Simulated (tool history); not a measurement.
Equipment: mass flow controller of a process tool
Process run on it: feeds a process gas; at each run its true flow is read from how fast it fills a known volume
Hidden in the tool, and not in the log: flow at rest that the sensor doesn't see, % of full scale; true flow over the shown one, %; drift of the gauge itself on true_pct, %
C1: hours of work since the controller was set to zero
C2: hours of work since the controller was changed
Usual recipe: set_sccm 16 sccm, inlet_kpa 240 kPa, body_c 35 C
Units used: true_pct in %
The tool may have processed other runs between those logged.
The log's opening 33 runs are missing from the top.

{"run": 34, "hour": 9967.3, "set_sccm": 10, "inlet_kpa": 224, "body_c": 30, "C1": 934, "C2": 5271, "true_pct": 99.68}
{"run": 35, "hour": 10257.0, "set_sccm": 4, "inlet_kpa": 224, "body_c": 30, "C1": 1062, "C2": 5399, "true_pct": 99.27}
{"run": 36, "hour": 10488.1, "set_sccm": 4, "inlet_kpa": 240, "body_c": 35, "C1": 1164, "C2": 5501, "true_pct": 99.19}
{"run": 37, "hour": 10857.2, "set_sccm": 4, "inlet_kpa": 240, "body_c": 35, "C1": 1327, "C2": 5664, "true_pct": 99}
{"run": 38, "hour": 11218.7, "set_sccm": 3, "inlet_kpa": 153, "body_c": 33, "C1": 1487, "C2": 5824, "true_pct": 98.57}
{"run": 39, "hour": 11595.8, "set_sccm": 16, "inlet_kpa": 158, "body_c": 35, "C1": 1654, "C2": 5991, "true_pct": 98.88}
{"run": 40, "hour": 11849.3, "set_sccm": 16, "inlet_kpa": 158, "body_c": 35, "C1": 1766, "C2": 6103, "true_pct": 98.92}
{"run": 41, "hour": 12174.2, "set_sccm": 17, "inlet_kpa": 170, "body_c": 38, "C1": 1910, "C2": 6246, "true_pct": 98.91}
{"run": 42, "hour": 12478.7, "set_sccm": 5, "inlet_kpa": 173, "body_c": 21, "C1": 2044, "C2": 6381, "true_pct": 98.96}
{"run": 43, "hour": 12839.3, "set_sccm": 3, "inlet_kpa": 231, "body_c": 34, "C1": 2204, "C2": 6540, "true_pct": 98.72}
{"run": 44, "hour": 13130.9, "set_sccm": 3, "inlet_kpa": 231, "body_c": 34, "C1": 2333, "C2": 6669, "true_pct": 98.82}
{"run": 45, "hour": 13487.2, "set_sccm": 3, "inlet_kpa": 166, "body_c": 21, "C1": 2490, "C2": 6827, "true_pct": 98.83}
{"hour": 13786.5, "done": "gauge calibrated"}
{"run": 46, "hour": 13887.5, "set_sccm": 16, "inlet_kpa": 254, "body_c": 35, "C1": 2667, "C2": 7004, "true_pct": 99.74}
{"run": 47, "hour": 14204.6, "set_sccm": 16, "inlet_kpa": 254, "body_c": 35, "C1": 2807, "C2": 7144, "true_pct": 99.81}

What if the next run were any one of these 4? Each begins from the tool's condition after run 47:
{"run": "A", "hour": 14469.8, "set_sccm": 4, "inlet_kpa": 239, "body_c": 28, "C1": 2924, "C2": 7261, "true_pct": "?"}
{"run": "B", "hour": 14469.8, "set_sccm": 5, "inlet_kpa": 168, "body_c": 32, "C1": 2924, "C2": 7261, "true_pct": "?"}
{"run": "C", "hour": 14469.8, "set_sccm": 16, "inlet_kpa": 250, "body_c": 35, "C1": 2924, "C2": 7261, "true_pct": "?"}
{"run": "D", "hour": 14469.8, "set_sccm": 3, "inlet_kpa": 147, "body_c": 35, "C1": 2924, "C2": 7261, "true_pct": "?"}

run=A true_pct=99.59
run=B true_pct=99.03
run=C true_pct=99.72
run=D true_pct=98.53
With the hidden condition removed and each run's random variation left untouched, the same runs would have given:
run=A true_pct=99.67
run=B true_pct=99.11
run=C true_pct=99.81
run=D true_pct=98.61

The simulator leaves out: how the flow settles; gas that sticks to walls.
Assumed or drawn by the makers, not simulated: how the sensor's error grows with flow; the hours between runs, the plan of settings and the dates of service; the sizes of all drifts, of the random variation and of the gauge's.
